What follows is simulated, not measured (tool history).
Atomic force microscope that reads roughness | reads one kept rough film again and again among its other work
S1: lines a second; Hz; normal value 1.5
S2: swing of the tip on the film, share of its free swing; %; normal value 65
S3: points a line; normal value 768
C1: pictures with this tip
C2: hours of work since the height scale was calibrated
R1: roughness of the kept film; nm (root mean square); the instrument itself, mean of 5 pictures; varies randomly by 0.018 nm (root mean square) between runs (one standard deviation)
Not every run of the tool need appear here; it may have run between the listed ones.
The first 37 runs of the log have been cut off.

Run 38, hour 461.5: usual settings but S1 0.96 Hz, S3 385; C1 253; C2 790. Result: R1 3.481 nm (root mean square).
At hour 463.4: height scale calibrated on a step standard.
Run 39, hour 472.3: usual settings but S1 0.96 Hz, S3 385; C1 273; C2 7. Result: R1 3.417 nm (root mean square).
Run 40, hour 488.1: usual settings but S2 75 %, S3 508; C1 306; C2 20. Result: R1 3.203 nm (root mean square).
Run 41, hour 500.2: usual settings but S2 75 %, S3 508; C1 331; C2 29. Result: R1 3.127 nm (root mean square).
Run 42, hour 517.1: usual settings but S1 0.58 Hz, S2 78 %, S3 508; C1 366; C2 43. Result: R1 3.186 nm (root mean square).
At hour 527.7: height scale calibrated on a step standard, once more.
Run 43, hour 528.3: usual settings but S1 1.71 Hz, S2 84 %, S3 899; C1 387; C2 0. Result: R1 2.889 nm (root mean square).
At hour 532.5: new tip fitted.
Run 44, hour 547: usual settings but S1 1.71 Hz, S2 84 %, S3 899; C1 29; C2 15. Result: R1 3.806 nm (root mean square).
Run 45, hour 564.3: usual settings but S1 1.29 Hz, S2 83 %, S3 775; C1 65; C2 29. Result: R1 3.835 nm (root mean square).
Run 46, hour 578.7: usual settings but S1 1.29 Hz, S2 83 %, S3 775; C1 95; C2 40. Result: R1 3.763 nm (root mean square).
Run 47, hour 597.8: usual settings but S1 1.32 Hz; C1 134; C2 56. Result: R1 3.805 nm (root mean square).
Run 48, hour 611.8: usual settings but S1 1.73 Hz, S2 64 %, S3 429; C1 163; C2 67. Result: R1 3.681 nm (root mean square).
Run 49, hour 623.5: usual settings but S1 2.54 Hz, S2 56 %, S3 806; C1 187; C2 76. Result: R1 3.648 nm (root mean square).
Run 50, hour 637.2: usual settings but S1 0.76 Hz, S2 63 %, S3 876; C1 215; C2 87. Result: R1 3.616 nm (root mean square).
Run 51, hour 646: usual settings but S1 0.76 Hz, S2 63 %, S3 876; C1 234; C2 94. Result: R1 3.583 nm (root mean square).
Run 52, hour 659.5: usual settings but S1 1.91 Hz, S3 323; C1 262; C2 105. Result: R1 3.35 nm (root mean square).
Run 53, hour 675.2: usual settings but S1 1.91 Hz, S3 323; C1 294; C2 117. Result: R1 3.29 nm (root mean square).
Run 54, hour 688.6: usual settings but S1 1.91 Hz, S2 72 %, S3 294; C1 321; C2 128. Result: R1 3.123 nm (root mean square).

3 ways to go on from here, each from the tool as it stands after run 54. What would each give?
Run A, hour 698.9: usual settings but S1 2.59 Hz, S2 59 %, S3 294; C1 343; C2 136. Result: R1 ?.
Run B, hour 698.9: usual settings but S1 1.91 Hz, S2 71 %, S3 294; C1 343; C2 136. Result: R1 ?.
Run C, hour 698.9: usual settings but S2 74 %; C1 343; C2 136. Result: R1 ?.

run     R1
  A  3.166
  B  3.083
  C  3.118
With the hidden condition removed and each run's random variation left untouched, the same runs would have given:
run     R1
  A  4.211
  B  4.102
  C  4.149

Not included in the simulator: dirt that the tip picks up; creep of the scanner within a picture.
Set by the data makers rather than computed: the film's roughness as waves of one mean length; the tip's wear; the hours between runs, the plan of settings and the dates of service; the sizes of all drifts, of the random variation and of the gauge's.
